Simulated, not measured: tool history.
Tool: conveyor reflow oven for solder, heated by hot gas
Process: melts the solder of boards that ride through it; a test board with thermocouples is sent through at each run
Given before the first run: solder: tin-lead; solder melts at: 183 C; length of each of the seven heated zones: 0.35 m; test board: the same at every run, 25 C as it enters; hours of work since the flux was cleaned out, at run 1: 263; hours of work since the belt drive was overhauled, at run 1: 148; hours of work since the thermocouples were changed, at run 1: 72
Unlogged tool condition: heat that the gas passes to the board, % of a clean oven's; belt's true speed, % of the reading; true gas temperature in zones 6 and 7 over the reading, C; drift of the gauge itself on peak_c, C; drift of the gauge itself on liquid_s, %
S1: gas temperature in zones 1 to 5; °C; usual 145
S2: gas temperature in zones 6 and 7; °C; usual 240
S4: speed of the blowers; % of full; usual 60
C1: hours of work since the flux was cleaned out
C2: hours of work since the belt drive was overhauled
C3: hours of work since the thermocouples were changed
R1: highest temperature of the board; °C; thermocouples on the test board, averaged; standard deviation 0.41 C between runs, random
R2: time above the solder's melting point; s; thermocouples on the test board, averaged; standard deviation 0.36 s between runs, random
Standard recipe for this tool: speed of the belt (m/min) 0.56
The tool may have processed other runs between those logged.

run 1 hour=0 | S1=145 S2=240 speed_of_the_belt_(m/min)=0.56 S4=60 | C1=263 C2=148 C3=72 | R1=222 R2=62.6
run 2 hour=10.6 | S1=145 S2=240 speed_of_the_belt_(m/min)=0.56 S4=71 | C1=270 C2=155 C3=79 | R1=224.8 R2=64
run 3 hour=15.8 | S1=145 S2=240 speed_of_the_belt_(m/min)=0.62 S4=71 | C1=273 C2=158 C3=83 | R1=221.5 R2=55.7
run 4 hour=27 | S1=145 S2=240 speed_of_the_belt_(m/min)=0.62 S4=71 | C1=281 C2=166 C3=90 | R1=222.3 R2=56.4
run 5 hour=32.3 | S1=145 S2=240 speed_of_the_belt_(m/min)=0.62 S4=71 | C1=284 C2=169 C3=94 | R1=220.8 R2=55.4
run 6 hour=39.2 | S1=145 S2=240 speed_of_the_belt_(m/min)=0.56 S4=60 | C1=289 C2=174 C3=98 | R1=222.5 R2=62.3
run 7 hour=48.2 | S1=145 S2=240 speed_of_the_belt_(m/min)=0.56 S4=60 | C1=295 C2=180 C3=104 | R1=222.2 R2=62.3
run 8 hour=60.3 | S1=145 S2=240 speed_of_the_belt_(m/min)=0.56 S4=60 | C1=303 C2=188 C3=112 | R1=221.9 R2=62.3
run 9 hour=70.5 | S1=145 S2=240 speed_of_the_belt_(m/min)=0.56 S4=60 | C1=310 C2=195 C3=119 | R1=222.2 R2=62.4
-- hour=76.7 flux residue cleaned out of gas plates and filters
run 10 hour=82 | S1=136 S2=240 speed_of_the_belt_(m/min)=0.56 S4=60 | C1=4 C2=199 C3=123 | R1=219.2 R2=56.8
run 11 hour=91.4 | S1=136 S2=240 speed_of_the_belt_(m/min)=0.56 S4=60 | C1=10 C2=205 C3=130 | R1=219.2 R2=57.2
run 12 hour=98.9 | S1=136 S2=240 speed_of_the_belt_(m/min)=0.56 S4=60 | C1=15 C2=210 C3=135 | R1=219 R2=56.4
run 13 hour=109.3 | S1=145 S2=240 speed_of_the_belt_(m/min)=0.56 S4=60 | C1=22 C2=217 C3=142 | R1=221.2 R2=61.3
run 14 hour=120 | S1=145 S2=240 speed_of_the_belt_(m/min)=0.56 S4=60 | C1=29 C2=224 C3=149 | R1=221.1 R2=61.8
-- hour=132 flux residue cleaned out of gas plates and filters, once more
run 15 hour=133.5 | S1=145 S2=240 speed_of_the_belt_(m/min)=0.56 S4=60 | C1=1 C2=230 C3=155 | R1=224.3 R2=64.2
run 16 hour=144.4 | S1=145 S2=240 speed_of_the_belt_(m/min)=0.56 S4=60 | C1=8 C2=237 C3=162 | R1=223.8 R2=64.1
run 17 hour=153.4 | S1=145 S2=240 speed_of_the_belt_(m/min)=0.56 S4=60 | C1=14 C2=243 C3=168 | R1=223.6 R2=63.7
run 18 hour=159.1 | S1=145 S2=240 speed_of_the_belt_(m/min)=0.665 S4=63 | C1=18 C2=247 C3=172 | R1=219.4 R2=50.1
run 19 hour=169.6 | S1=160 S2=236 speed_of_the_belt_(m/min)=0.656 S4=57 | C1=25 C2=254 C3=179 | R1=217.8 R2=55.2
run 20 hour=177.6 | S1=145 S2=243 speed_of_the_belt_(m/min)=0.528 S4=60 | C1=30 C2=259 C3=184 | R1=227.6 R2=70.7
run 21 hour=186.7 | S1=142 S2=243 speed_of_the_belt_(m/min)=0.528 S4=88 | C1=37 C2=265 C3=190 | R1=233.1 R2=72.1
run 22 hour=194.1 | S1=142 S2=243 speed_of_the_belt_(m/min)=0.528 S4=88 | C1=41 C2=270 C3=195 | R1=232.6 R2=71.9
run 23 hour=203.6 | S1=142 S2=247 speed_of_the_belt_(m/min)=0.592 S4=77 | C1=48 C2=277 C3=201 | R1=231.7 R2=63.4
run 24 hour=212.8 | S1=142 S2=247 speed_of_the_belt_(m/min)=0.592 S4=77 | C1=54 C2=283 C3=207 | R1=230.9 R2=63.9
run 25 hour=219.2 | S1=133 S2=239 speed_of_the_belt_(m/min)=0.613 S4=65 | C1=58 C2=287 C3=212 | R1=218.6 R2=50.5
run 26 hour=230.4 | S1=133 S2=251 speed_of_the_belt_(m/min)=0.589 S4=57 | C1=66 C2=295 C3=219 | R1=227.9 R2=58.7
run 27 hour=236.5 | S1=139 S2=246 speed_of_the_belt_(m/min)=0.484 S4=55 | C1=70 C2=299 C3=223 | R1=230.9 R2=76.5
run 28 hour=245.3 | S1=145 S2=253 speed_of_the_belt_(m/min)=0.56 S4=60 | C1=76 C2=305 C3=229 | R1=234.7 R2=70.1
run 29 hour=252.2 | S1=145 S2=253 speed_of_the_belt_(m/min)=0.56 S4=60 | C1=80 C2=309 C3=234 | R1=234.8 R2=70.6
run 30 hour=260 | S1=149 S2=238 speed_of_the_belt_(m/min)=0.551 S4=88 | C1=86 C2=314 C3=239 | R1=227.3 R2=68.6
run 31 hour=266.7 | S1=145 S2=244 speed_of_the_belt_(m/min)=0.56 S4=60 | C1=90 C2=319 C3=243 | R1=226.8 R2=66
run 32 hour=279.4 | S1=158 S2=234 speed_of_the_belt_(m/min)=0.591 S4=67 | C1=98 C2=327 C3=252 | R1=220.1 R2=63.6

Consider 3 possible next runs. They are alternatives, not a sequence: every one starts from the tool as it was left by run 32. What does each give?
run A hour=289.7 | S1=150 S2=240 speed_of_the_belt_(m/min)=0.599 S4=60 | C1=105 C2=334 C3=259 | R1=? R2=?
run B hour=289.7 | S1=139 S2=248 speed_of_the_belt_(m/min)=0.591 S4=67 | C1=105 C2=334 C3=259 | R1=? R2=?
run C hour=289.7 | S1=132 S2=237 speed_of_the_belt_(m/min)=0.594 S4=60 | C1=105 C2=334 C3=259 | R1=? R2=?

run=A R1=222.3 R2=60.5
run=B R1=229.4 R2=61.1
run=C R1=216 R2=50
Stripped of hidden state, with their random variation kept, the same runs would have yielded:
run=A R1=223.7 R2=60.7
run=B R1=231 R2=61.2
run=C R1=217.4 R2=50.6

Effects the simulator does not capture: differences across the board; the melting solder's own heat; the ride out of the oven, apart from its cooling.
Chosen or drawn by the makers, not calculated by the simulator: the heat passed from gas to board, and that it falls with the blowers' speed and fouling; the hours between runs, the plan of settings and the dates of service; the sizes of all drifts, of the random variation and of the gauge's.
